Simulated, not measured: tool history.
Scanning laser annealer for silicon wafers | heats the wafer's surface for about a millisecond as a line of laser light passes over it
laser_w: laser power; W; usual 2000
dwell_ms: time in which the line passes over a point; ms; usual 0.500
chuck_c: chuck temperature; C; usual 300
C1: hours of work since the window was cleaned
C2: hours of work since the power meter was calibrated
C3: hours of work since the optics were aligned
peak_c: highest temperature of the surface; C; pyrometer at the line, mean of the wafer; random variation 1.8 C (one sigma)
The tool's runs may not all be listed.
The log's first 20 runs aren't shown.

Run 21, hour 649.7: usual settings; C1 449; C2 1251; C3 479. Result: peak_c 1028 C.
Run 22, hour 692.0: usual settings but laser_w 1910 W, dwell_ms 0.470 ms, chuck_c 276 C; C1 479; C2 1281; C3 509. Result: peak_c 947 C.
Run 23, hour 723.3: usual settings but laser_w 1910 W, dwell_ms 0.470 ms, chuck_c 276 C; C1 501; C2 1304; C3 532. Result: peak_c 948 C.
At hour 727.7: window over the wafer cleaned.
Run 24, hour 758.5: usual settings but laser_w 2140 W, dwell_ms 0.371 ms; C1 22; C2 1327; C3 555. Result: peak_c 969 C.
Run 25, hour 789.1: usual settings but laser_w 2022 W; C1 44; C2 1349; C3 577. Result: peak_c 1048 C.
Run 26, hour 816.7: usual settings but laser_w 2022 W; C1 63; C2 1369; C3 597. Result: peak_c 1044 C.
Run 27, hour 836.6: usual settings but laser_w 1947 W, chuck_c 275 C; C1 77; C2 1383; C3 611. Result: peak_c 993 C.
Run 28, hour 855.1: usual settings but laser_w 1787 W, dwell_ms 0.540 ms; C1 91; C2 1396; C3 624. Result: peak_c 988 C.
Run 29, hour 891.5: usual settings but laser_w 1937 W, dwell_ms 0.456 ms, chuck_c 337 C; C1 117; C2 1422; C3 650. Result: peak_c 1015 C.
Run 30, hour 922.6: usual settings but laser_w 1937 W, dwell_ms 0.456 ms, chuck_c 337 C; C1 139; C2 1444; C3 672. Result: peak_c 1012 C.
Run 31, hour 951.4: usual settings but laser_w 1937 W, dwell_ms 0.456 ms, chuck_c 337 C; C1 159; C2 1465; C3 693. Result: peak_c 1011 C.
Run 32, hour 979.6: usual settings but laser_w 1937 W, dwell_ms 0.456 ms, chuck_c 337 C; C1 179; C2 1485; C3 713. Result: peak_c 1007 C.
Run 33, hour 1010.1: usual settings but laser_w 2023 W, chuck_c 306 C; C1 201; C2 1506; C3 734. Result: peak_c 1040 C.
Run 34, hour 1032.0: usual settings but laser_w 2023 W, chuck_c 306 C; C1 217; C2 1522; C3 750. Result: peak_c 1041 C.
Run 35, hour 1060.6: usual settings but laser_w 1777 W, dwell_ms 0.522 ms, chuck_c 307 C; C1 237; C2 1542; C3 770. Result: peak_c 972 C.
Run 36, hour 1080.7: usual settings but laser_w 1777 W, dwell_ms 0.522 ms, chuck_c 307 C; C1 251; C2 1557; C3 785. Result: peak_c 973 C.
Run 37, hour 1119.9: usual settings but laser_w 1777 W, dwell_ms 0.522 ms, chuck_c 307 C; C1 279; C2 1585; C3 813. Result: peak_c 970 C.
At hour 1141.5: optics aligned, line set to its width.
Run 38, hour 1158.3: usual settings but laser_w 1703 W, chuck_c 294 C; C1 303; C2 1608; C3 12. Result: peak_c 917 C.
Run 39, hour 1199.5: usual settings but laser_w 1959 W, dwell_ms 0.426 ms, chuck_c 295 C; C1 332; C2 1638; C3 41. Result: peak_c 951 C.
Run 40, hour 1221.6: usual settings but laser_w 1959 W, dwell_ms 0.426 ms, chuck_c 295 C; C1 348; C2 1653; C3 57. Result: peak_c 951 C.

Forecast each of these 5 alternatives for the next run:
Run A, hour 1256.8: usual settings but dwell_ms 0.547 ms; C1 373; C2 1678; C3 82. Result: peak_c ?.
Run B, hour 1256.8: usual settings but laser_w 1797 W, dwell_ms 0.426 ms, chuck_c 293 C; C1 373; C2 1678; C3 82. Result: peak_c ?.
Run C, hour 1256.8: usual settings but laser_w 2157 W, dwell_ms 0.611 ms, chuck_c 295 C; C1 373; C2 1678; C3 82. Result: peak_c ?.
Run D, hour 1256.8: usual settings but chuck_c 330 C; C1 373; C2 1678; C3 82. Result: peak_c ?.
Run E, hour 1256.8: usual settings but laser_w 1787 W; C1 373; C2 1678; C3 82. Result: peak_c ?.

run  peak_c
  A    1062
  B     897
  C    1166
  D    1055
  E     951
Without the tool's hidden state the same runs would have given:
run  peak_c
  A    1082
  B     913
  C    1189
  D    1074
  E     968
